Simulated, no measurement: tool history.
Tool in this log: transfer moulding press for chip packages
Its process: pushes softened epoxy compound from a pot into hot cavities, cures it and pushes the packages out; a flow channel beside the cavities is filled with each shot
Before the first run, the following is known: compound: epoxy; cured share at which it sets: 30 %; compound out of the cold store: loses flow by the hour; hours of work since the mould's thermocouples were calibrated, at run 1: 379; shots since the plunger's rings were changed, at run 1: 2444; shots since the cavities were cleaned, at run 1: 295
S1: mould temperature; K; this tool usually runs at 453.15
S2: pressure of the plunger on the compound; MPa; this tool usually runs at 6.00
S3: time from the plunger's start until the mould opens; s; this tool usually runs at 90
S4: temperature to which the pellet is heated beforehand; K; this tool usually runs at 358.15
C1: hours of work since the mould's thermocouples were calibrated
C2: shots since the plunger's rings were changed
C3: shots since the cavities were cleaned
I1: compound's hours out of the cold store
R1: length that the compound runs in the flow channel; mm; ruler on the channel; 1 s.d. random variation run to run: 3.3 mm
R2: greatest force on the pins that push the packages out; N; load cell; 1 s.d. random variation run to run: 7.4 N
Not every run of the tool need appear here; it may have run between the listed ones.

run	hour	S1	S2	S3	S4	C1	C2	C3	I1	R1	R2
1	0.0	453.15	6.00	90	358.15	379	2444	295	46.3	772	385
2	11.6	453.15	6.00	90	365.15	386	2588	439	14.3	828	420
# hour 17.2: cavities cleaned with cleaning compound and waxed
3	29.6	453.15	6.00	90	365.15	397	2794	155	39.4	772	371
4	44.9	453.15	6.00	90	365.15	407	2984	345	9.1	835	418
# hour 57.2: cavities cleaned with cleaning compound and waxed
5	67.7	453.15	6.00	90	365.15	420	3250	131	15.1	819	364
6	76.9	453.15	5.24	90	358.15	426	3364	245	45.7	706	381
7	89.2	453.15	5.24	90	358.15	434	3518	399	8.9	776	422
# hour 97.1: cavities cleaned with cleaning compound and waxed
8	108.3	453.15	5.49	90	358.15	445	3736	139	17.3	771	377
9	123.3	453.15	5.49	90	358.15	455	3924	327	20.4	768	413
10	133.7	453.15	5.49	90	358.15	462	4053	456	46.6	720	423
# hour 136.9: cavities cleaned with cleaning compound and waxed
11	157.3	453.15	6.16	90	358.15	476	4328	253	17.5	814	402
# hour 170.4: plunger's sealing rings changed
# hour 179.7: cavities cleaned with cleaning compound and waxed
12	183.3	453.15	6.16	90	363.15	490	143	46	37.3	806	330
13	198.5	453.15	6.16	90	363.15	500	331	234	15.9	849	397
14	210.6	453.15	6.00	118	358.15	507	482	385	29.3	819	353
# hour 220.0: cavities cleaned with cleaning compound and waxed
15	234.4	453.15	6.00	118	358.15	522	760	180	30.4	805	314
16	254.3	447.15	6.43	118	356.15	534	1008	428	10.1	888	390
# hour 260.7: cavities cleaned with cleaning compound and waxed
17	276.6	447.15	6.43	118	356.15	548	1266	198	20.1	863	355
# hour 300.5: cavities cleaned with cleaning compound and waxed
18	300.5	447.15	6.43	118	356.15	562	1546	0	20.0	860	312
19	314.8	453.15	6.00	75	357.15	571	1724	178	23.4	813	572
20	327.9	453.15	6.00	75	357.15	580	1887	341	16.2	825	636
# hour 340.8: cavities cleaned with cleaning compound and waxed
21	346.0	458.15	7.48	89	364.15	590	2094	66	42.0	856	298
22	360.0	453.15	6.00	90	367.15	599	2267	239	34.8	784	372
23	377.9	460.15	6.42	113	367.15	611	2490	462	11.3	846	355
# hour 380.8: cavities cleaned with cleaning compound and waxed
24	391.2	446.15	6.69	99	355.15	618	2637	129	36.0	834	463
25	405.9	446.15	6.69	99	365.15	628	2821	313	29.6	850	494
# hour 421.3: cavities cleaned with cleaning compound and waxed
26	421.9	446.15	6.69	99	364.15	637	3001	7	34.3	837	384
27	443.0	446.15	6.69	99	364.15	650	3263	269	47.5	811	461
# hour 461.2: cavities cleaned with cleaning compound and waxed
28	463.5	446.15	6.69	99	354.15	663	3501	29	18.8	865	430

Some steps in R1 between neighbouring runs. How much of each would the tool show without its hidden state too (settings, what came in, random variation), and how much is left for the hidden state, with any gauge scatter that isn't in both results?
Hidden state at play: true mould temperature over the reading, C; pressure that reaches the compound, % of what is set; grip of the stained cavities, % over clean ones'; drift of the gauge itself on flow_mm, %; drift of the gauge itself on push_out_n, %.
Run 5 -> 6: S2 6.00 -> 5.24, S4 365.15 -> 358.15. R1 -113 mm: hidden state +3, all else -116.
Run 10 -> 11: S2 5.49 -> 6.16, cavities cleaned with cleaning compound and waxed. R1 +94 mm: hidden state -6, all else +100.
Run 11 -> 12: S4 358.15 -> 363.15, plunger's sealing rings changed, cavities cleaned with cleaning compound and waxed. R1 -8 mm: hidden state +35, all else -43.
